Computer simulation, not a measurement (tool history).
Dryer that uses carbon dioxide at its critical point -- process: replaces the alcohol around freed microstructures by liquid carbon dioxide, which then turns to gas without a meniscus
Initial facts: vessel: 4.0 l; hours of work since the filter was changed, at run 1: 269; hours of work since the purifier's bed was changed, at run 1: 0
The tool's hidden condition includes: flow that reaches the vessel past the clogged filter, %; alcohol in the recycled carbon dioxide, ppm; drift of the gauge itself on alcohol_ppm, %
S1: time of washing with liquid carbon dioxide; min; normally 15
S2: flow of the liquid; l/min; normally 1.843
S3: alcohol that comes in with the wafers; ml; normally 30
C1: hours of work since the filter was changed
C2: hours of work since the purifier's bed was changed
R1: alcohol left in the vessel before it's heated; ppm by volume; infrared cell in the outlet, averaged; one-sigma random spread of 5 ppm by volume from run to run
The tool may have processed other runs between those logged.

{"run": 1, "day": 0.0, "S1": 15, "S2": 1.843, "S3": 30, "C1": 269, "C2": 0, "R1": 73}
{"run": 2, "day": 2.129, "S1": 15, "S2": 1.843, "S3": 30, "C1": 305, "C2": 36, "R1": 79}
{"day": 3.1, "done": "inlet filter changed"}
{"run": 3, "day": 3.879, "S1": 15, "S2": 1.843, "S3": 30, "C1": 13, "C2": 65, "R1": 57}
{"run": 4, "day": 4.812, "S1": 9, "S2": 1.843, "S3": 30, "C1": 29, "C2": 81, "R1": 358}
{"run": 5, "day": 6.117, "S1": 9, "S2": 1.843, "S3": 30, "C1": 51, "C2": 103, "R1": 355}
{"run": 6, "day": 8.242, "S1": 15, "S2": 1.843, "S3": 30, "C1": 87, "C2": 139, "R1": 84}
{"run": 7, "day": 9.212, "S1": 15, "S2": 1.843, "S3": 30, "C1": 103, "C2": 155, "R1": 79}
{"run": 8, "day": 11.333, "S1": 15, "S2": 1.843, "S3": 30, "C1": 139, "C2": 191, "R1": 82}
{"run": 9, "day": 13.042, "S1": 15, "S2": 1.843, "S3": 30, "C1": 168, "C2": 220, "R1": 95}
{"run": 10, "day": 14.788, "S1": 14, "S2": 1.843, "S3": 30, "C1": 198, "C2": 250, "R1": 115}
{"run": 11, "day": 16.442, "S1": 14, "S2": 1.843, "S3": 30, "C1": 226, "C2": 278, "R1": 125}
{"run": 12, "day": 18.383, "S1": 19, "S2": 1.92, "S3": 48, "C1": 259, "C2": 310, "R1": 74}
{"run": 13, "day": 20.167, "S1": 19, "S2": 1.92, "S3": 48, "C1": 289, "C2": 341, "R1": 87}
{"day": 22.121, "done": "inlet filter changed"}
{"run": 14, "day": 22.329, "S1": 19, "S2": 1.92, "S3": 48, "C1": 4, "C2": 376, "R1": 78}
{"run": 15, "day": 24.358, "S1": 19, "S2": 1.92, "S3": 48, "C1": 38, "C2": 411, "R1": 75}
{"run": 16, "day": 26.062, "S1": 19, "S2": 1.92, "S3": 48, "C1": 67, "C2": 440, "R1": 95}
{"run": 17, "day": 27.333, "S1": 14, "S2": 1.46, "S3": 22, "C1": 88, "C2": 461, "R1": 214}
{"run": 18, "day": 28.504, "S1": 15, "S2": 1.843, "S3": 30, "C1": 108, "C2": 481, "R1": 130}
{"run": 19, "day": 30.058, "S1": 15, "S2": 2.0, "S3": 73, "C1": 134, "C2": 507, "R1": 159}
{"day": 31.471, "done": "purifier's bed changed"}
{"run": 20, "day": 32.258, "S1": 16, "S2": 1.35, "S3": 63, "C1": 169, "C2": 13, "R1": 381}

Branching from run 20: 3 alternative next runs. What would each branch give?
{"run": "A", "day": 34.162, "S1": 15, "S2": 1.843, "S3": 63, "C1": 202, "C2": 46, "R1": "?"}
{"run": "B", "day": 34.162, "S1": 15, "S2": 1.843, "S3": 30, "C1": 202, "C2": 46, "R1": "?"}
{"run": "C", "day": 34.162, "S1": 15, "S2": 1.843, "S3": 28, "C1": 202, "C2": 46, "R1": "?"}

run=A R1=139
run=B R1=64
run=C R1=71
Without the tool's hidden state the same runs would have given:
run=A R1=93
run=B R1=38
run=C R1=46
